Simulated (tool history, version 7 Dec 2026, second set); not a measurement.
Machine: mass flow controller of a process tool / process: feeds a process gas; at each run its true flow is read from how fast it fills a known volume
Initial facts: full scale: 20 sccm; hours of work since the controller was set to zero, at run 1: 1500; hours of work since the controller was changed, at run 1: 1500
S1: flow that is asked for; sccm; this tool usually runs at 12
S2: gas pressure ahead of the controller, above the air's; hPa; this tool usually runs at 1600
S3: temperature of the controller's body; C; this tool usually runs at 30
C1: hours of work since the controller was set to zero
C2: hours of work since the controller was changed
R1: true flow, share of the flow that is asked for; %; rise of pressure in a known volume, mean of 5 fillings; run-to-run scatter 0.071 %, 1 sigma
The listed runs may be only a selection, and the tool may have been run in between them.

{"run": 1, "hour": 0.0, "S1": 12, "S2": 1600, "S3": 30, "C1": 1500, "C2": 1500, "R1": 100}
{"run": 2, "hour": 119.2, "S1": 12, "S2": 1600, "S3": 30, "C1": 1540, "C2": 1540, "R1": 100.09}
{"run": 3, "hour": 225.0, "S1": 14, "S2": 1600, "S3": 30, "C1": 1576, "C2": 1576, "R1": 100.12}
{"run": 4, "hour": 329.5, "S1": 14, "S2": 1600, "S3": 30, "C1": 1611, "C2": 1611, "R1": 100.04}
{"run": 5, "hour": 463.1, "S1": 14, "S2": 1600, "S3": 30, "C1": 1656, "C2": 1656, "R1": 99.91}
{"run": 6, "hour": 568.6, "S1": 14, "S2": 1600, "S3": 30, "C1": 1692, "C2": 1692, "R1": 99.96}
{"run": 7, "hour": 665.2, "S1": 14, "S2": 1600, "S3": 30, "C1": 1725, "C2": 1725, "R1": 99.8}
{"run": 8, "hour": 786.8, "S1": 14, "S2": 1600, "S3": 30, "C1": 1766, "C2": 1766, "R1": 99.66}
{"run": 9, "hour": 898.0, "S1": 12, "S2": 2420, "S3": 30, "C1": 1804, "C2": 1804, "R1": 98.9}
{"run": 10, "hour": 993.6, "S1": 12, "S2": 2420, "S3": 30, "C1": 1836, "C2": 1836, "R1": 98.87}
{"run": 11, "hour": 1093.4, "S1": 12, "S2": 1600, "S3": 30, "C1": 1870, "C2": 1870, "R1": 99.38}
{"run": 12, "hour": 1155.7, "S1": 12, "S2": 1600, "S3": 30, "C1": 1891, "C2": 1891, "R1": 99.28}
{"run": 13, "hour": 1225.7, "S1": 12, "S2": 1600, "S3": 30, "C1": 1914, "C2": 1914, "R1": 99.2}
{"run": 14, "hour": 1317.9, "S1": 12, "S2": 1600, "S3": 30, "C1": 1946, "C2": 1946, "R1": 99.09}

Estimate the outcome of run 15 from the log above:
{"run": 15, "hour": 1373.5, "S1": 12, "S2": 1600, "S3": 30, "C1": 1964, "C2": 1964, "R1": "?"}

Run 15 yielded R1 99.02 %.
Take away the tool's hidden state, keep the run-to-run variation as it was, and the same run would have given R1 100.07 %.
